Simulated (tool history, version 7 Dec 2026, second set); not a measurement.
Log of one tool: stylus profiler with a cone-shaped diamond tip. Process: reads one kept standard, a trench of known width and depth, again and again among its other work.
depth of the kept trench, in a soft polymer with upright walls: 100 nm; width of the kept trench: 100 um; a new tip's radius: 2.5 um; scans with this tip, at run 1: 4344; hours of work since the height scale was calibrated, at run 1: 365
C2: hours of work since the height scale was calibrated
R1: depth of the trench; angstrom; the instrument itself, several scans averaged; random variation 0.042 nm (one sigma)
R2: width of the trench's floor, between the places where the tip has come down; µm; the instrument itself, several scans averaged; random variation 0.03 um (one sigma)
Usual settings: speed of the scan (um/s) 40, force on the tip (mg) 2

Run 1, hour 0: usual settings; scans with this tip 4344; C2 365. Result: R1 1009.5 angstrom, R2 98.28 µm.
Run 2, hour 48.1: usual settings; scans with this tip 4668; C2 392. Result: R1 1009.7 angstrom, R2 98.24 µm.
Run 3, hour 105.3: usual settings; scans with this tip 5054; C2 425. Result: R1 1008.4 angstrom, R2 98.26 µm.
Run 4, hour 180.6: usual settings; scans with this tip 5562; C2 467. Result: R1 1009.3 angstrom, R2 98.31 µm.
Run 5, hour 244.4: usual settings but force on the tip (mg) 1.15; scans with this tip 5992; C2 504. Result: R1 1007.2 angstrom, R2 98.15 µm.
Run 6, hour 311.8: usual settings but force on the tip (mg) 1.15; scans with this tip 6447; C2 542. Result: R1 1006.1 angstrom, R2 98.16 µm.
Run 7, hour 363.8: usual settings but force on the tip (mg) 1.15; scans with this tip 6798; C2 571. Result: R1 1007 angstrom, R2 98.17 µm.
Run 8, hour 438.8: usual settings but force on the tip (mg) 1.15; scans with this tip 7303; C2 614. Result: R1 1006.6 angstrom, R2 98.1 µm.
Run 9, hour 481: usual settings but speed of the scan (um/s) 22, force on the tip (mg) 1.15; scans with this tip 7588; C2 638. Result: R1 1007.6 angstrom, R2 98.21 µm.
Run 10, hour 552.6: usual settings but speed of the scan (um/s) 22, force on the tip (mg) 3.95; scans with this tip 8071; C2 678. Result: R1 1014.5 angstrom, R2 98.26 µm.
Run 11, hour 586.6: usual settings but speed of the scan (um/s) 22, force on the tip (mg) 0.87; scans with this tip 8301; C2 698. Result: R1 1006.6 angstrom, R2 98.22 µm.
Run 12, hour 629.7: usual settings but speed of the scan (um/s) 22, force on the tip (mg) 0.87; scans with this tip 8592; C2 722. Result: R1 1006.7 angstrom, R2 98.2 µm.
Run 13, hour 692.5: usual settings but speed of the scan (um/s) 22, force on the tip (mg) 0.87; scans with this tip 9015; C2 758. Result: R1 1006.5 angstrom, R2 98.12 µm.
Run 14, hour 758.1: usual settings; scans with this tip 9457; C2 795. Result: R1 1009.7 angstrom, R2 98.12 µm.
Run 15, hour 817.8: usual settings; scans with this tip 9860; C2 829. Result: R1 1010.1 angstrom, R2 98.08 µm.
Run 16, hour 866.5: usual settings but speed of the scan (um/s) 32; scans with this tip 10188; C2 856. Result: R1 1010.3 angstrom, R2 98.16 µm.
Run 17, hour 932.7: usual settings but speed of the scan (um/s) 32, force on the tip (mg) 2.03; scans with this tip 10635; C2 894. Result: R1 1010.8 angstrom, R2 98.12 µm.
Run 18, hour 991.8: usual settings but speed of the scan (um/s) 32, force on the tip (mg) 2.03; scans with this tip 11034; C2 927. Result: R1 1010.3 angstrom, R2 98.05 µm.
Run 19, hour 1069.5: usual settings; scans with this tip 11558; C2 971. Result: R1 1010.1 angstrom, R2 98.02 µm.
Run 20, hour 1133.5: usual settings; scans with this tip 11989; C2 1008. Result: R1 1010.9 angstrom, R2 98.11 µm.
Run 21, hour 1175.3: usual settings; scans with this tip 12272; C2 1031. Result: R1 1010.1 angstrom, R2 97.95 µm.
Run 22, hour 1240.3: usual settings but force on the tip (mg) 2.55; scans with this tip 12710; C2 1068. Result: R1 1012.8 angstrom, R2 98.01 µm.
Run 23, hour 1319.1: usual settings but force on the tip (mg) 5.89; scans with this tip 13242; C2 1113. Result: R1 1018.4 angstrom, R2 98.12 µm.
Run 24, hour 1358.8: usual settings but force on the tip (mg) 5.89; scans with this tip 13509; C2 1135. Result: R1 1018.7 angstrom, R2 98.04 µm.
Run 25, hour 1423.5: usual settings but speed of the scan (um/s) 150, force on the tip (mg) 5.6; scans with this tip 13946; C2 1172. Result: R1 1018 angstrom, R2 97.76 µm.
Run 26, hour 1456.1: usual settings but speed of the scan (um/s) 15, force on the tip (mg) 0.74; scans with this tip 14166; C2 1190. Result: R1 1007.6 angstrom, R2 98.07 µm.
Run 27, hour 1500.4: usual settings but speed of the scan (um/s) 15, force on the tip (mg) 0.74; scans with this tip 14465; C2 1216. Result: R1 1008 angstrom, R2 98.02 µm.
Run 28, hour 1560.7: usual settings but speed of the scan (um/s) 15, force on the tip (mg) 0.74; scans with this tip 14871; C2 1250. Result: R1 1008.2 angstrom, R2 98 µm.
Run 29, hour 1619.8: usual settings but speed of the scan (um/s) 15, force on the tip (mg) 0.74; scans with this tip 15270; C2 1283. Result: R1 1007.6 angstrom, R2 98 µm.
Run 30, hour 1658.3: usual settings but speed of the scan (um/s) 34, force on the tip (mg) 5.11; scans with this tip 15529; C2 1305. Result: R1 1017.4 angstrom, R2 98.03 µm.
Run 31, hour 1701: usual settings but speed of the scan (um/s) 53, force on the tip (mg) 1.92; scans with this tip 15818; C2 1329. Result: R1 1011 angstrom, R2 97.79 µm.
Run 32, hour 1753.6: usual settings but speed of the scan (um/s) 11, force on the tip (mg) 1.15; scans with this tip 16172; C2 1359. Result: R1 1009.4 angstrom, R2 98.01 µm.
Run 33, hour 1818.6: usual settings but speed of the scan (um/s) 98, force on the tip (mg) 2.9; scans with this tip 16611; C2 1396. Result: R1 1013.6 angstrom, R2 97.71 µm.
Run 34, hour 1883.2: usual settings but speed of the scan (um/s) 90, force on the tip (mg) 3.88; scans with this tip 17046; C2 1433. Result: R1 1016.1 angstrom, R2 97.75 µm.
Run 35, hour 1931.4: usual settings but speed of the scan (um/s) 67, force on the tip (mg) 3.93; scans with this tip 17372; C2 1460. Result: R1 1015.4 angstrom, R2 97.83 µm.
Run 36, hour 2012.3: usual settings but speed of the scan (um/s) 64, force on the tip (mg) 5.66; scans with this tip 17918; C2 1506. Result: R1 1020.4 angstrom, R2 97.86 µm.
Run 37, hour 2047.9: usual settings but speed of the scan (um/s) 20, force on the tip (mg) 1.88; scans with this tip 18158; C2 1526. Result: R1 1012.1 angstrom, R2 97.93 µm.
Run 38, hour 2103.6: usual settings but speed of the scan (um/s) 30, force on the tip (mg) 1.88; scans with this tip 18533; C2 1558. Result: R1 1012.8 angstrom, R2 97.83 µm.
Run 39, hour 2147.3: usual settings but speed of the scan (um/s) 118, force on the tip (mg) 1.04; scans with this tip 18828; C2 1582. Result: R1 1009.5 angstrom, R2 97.31 µm.
Run 40, hour 2195.5: usual settings but speed of the scan (um/s) 16, force on the tip (mg) 1.04; scans with this tip 19153; C2 1610. Result: R1 1009.4 angstrom, R2 97.91 µm.
Run 41, hour 2237: usual settings but speed of the scan (um/s) 16, force on the tip (mg) 1.04; scans with this tip 19433; C2 1633. Result: R1 1009.3 angstrom, R2 97.89 µm.
Run 42, hour 2280.9: usual settings but speed of the scan (um/s) 87, force on the tip (mg) 4.32; scans with this tip 19729; C2 1658. Result: R1 1017.3 angstrom, R2 97.73 µm.
Run 43, hour 2342.3: usual settings but speed of the scan (um/s) 87, force on the tip (mg) 4.32; scans with this tip 20143; C2 1693. Result: R1 1017.2 angstrom, R2 97.72 µm.
Run 44, hour 2385.7: usual settings but speed of the scan (um/s) 87, force on the tip (mg) 4.32; scans with this tip 20436; C2 1717. Result: R1 1017.6 angstrom, R2 97.7 µm.

3 ways to go on from here, each from the tool as it stands after run 44. What would each give?
Run A, hour 2463.3: usual settings but speed of the scan (um/s) 23, force on the tip (mg) 2.66; scans with this tip 20960; C2 1761. Result: R1 ?, R2 ?.
Run B, hour 2463.3: usual settings but speed of the scan (um/s) 69, force on the tip (mg) 2.12; scans with this tip 20960; C2 1761. Result: R1 ?, R2 ?.
Run C, hour 2463.3: usual settings but speed of the scan (um/s) 137, force on the tip (mg) 5.21; scans with this tip 20960; C2 1761. Result: R1 ?, R2 ?.

run      R1     R2
  A  1013.9  97.86
  B  1012.8  97.65
  C  1019.6  97.59
Without the tool's hidden state the same runs would have given:
run      R1     R2
  A    1009  98.49
  B  1007.9  98.29
  C  1014.6  98.22

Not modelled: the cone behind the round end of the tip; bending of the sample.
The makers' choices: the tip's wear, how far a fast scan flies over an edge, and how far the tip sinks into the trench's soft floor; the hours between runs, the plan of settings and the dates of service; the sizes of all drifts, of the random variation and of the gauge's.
